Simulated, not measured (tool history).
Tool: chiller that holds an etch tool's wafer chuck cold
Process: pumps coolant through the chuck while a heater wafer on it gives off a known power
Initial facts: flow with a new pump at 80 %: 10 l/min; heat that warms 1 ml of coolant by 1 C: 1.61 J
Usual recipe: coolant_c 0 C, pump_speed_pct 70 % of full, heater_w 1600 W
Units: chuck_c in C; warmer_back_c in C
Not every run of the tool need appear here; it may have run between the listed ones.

run,day,coolant_c,pump_speed_pct,heater_w,chuck_c,warmer_back_c
1,0,0,70,1600,21.3,6.84
2,2.462,0,70,1600,21.4,6.79
3,3.642,1,70,1600,22.2,6.81
4,5.379,1,70,1600,22.3,6.83
5,6.542,1,70,1600,22.2,6.85
6,9.112,1,70,1600,22.4,6.87
7,10.792,1,70,1186,16.8,5.1
8,13.4,0,61,1600,23.4,7.83
9,14.8,0,61,1600,23.3,7.91
10,16.921,0,84,1600,19,5.67
11,18.942,0,84,1600,19.2,5.71
12,20.104,0,87,1600,18.5,5.49
13,22.117,0,87,1600,18.6,5.56
14,24.008,0,87,1600,18.4,5.6
15,25.717,0,87,1600,18.7,5.57
16,27.083,0,87,1600,18.4,5.59
17,29.379,0,70,1600,21.2,6.91
18,31.146,-3,75,2157,24.7,8.55
19,32.483,-1,75,2157,26.6,8.73
20,34.979,1,98,1600,18.2,5.05
21,37.108,10,83,1600,29.1,5.93
22,39.212,-3,63,1041,11.8,5.02
23,41.679,0,70,1905,25.5,8.27
24,42.883,0,70,1905,25.4,8.29
25,44.521,-6,70,1600,15.3,6.96
26,45.642,-4,70,1600,17.4,6.96
27,48.154,-4,70,1600,17.1,6.97
28,50.375,-4,70,1600,17.4,7.05
29,52.962,-4,70,1600,17.3,6.99
30,54.738,0,63,1247,17.8,6.07
31,56.096,6,63,1247,23.8,6.06
32,57.879,0,70,1600,21.4,6.83
33,59.079,0,70,1600,21.3,6.74

Withheld: 1 entry from between the runs. Position of each, and hidden state at the listed run before versus the listed run after:
Logged between run 31 and run 32: gauge calibrated (day 57.804)
  drift of the gauge itself on warmer_back_c, C: 0.2 -> 0
  measured value less the no-hidden-state value, warmer_back_c: +0.21 -> +0 C
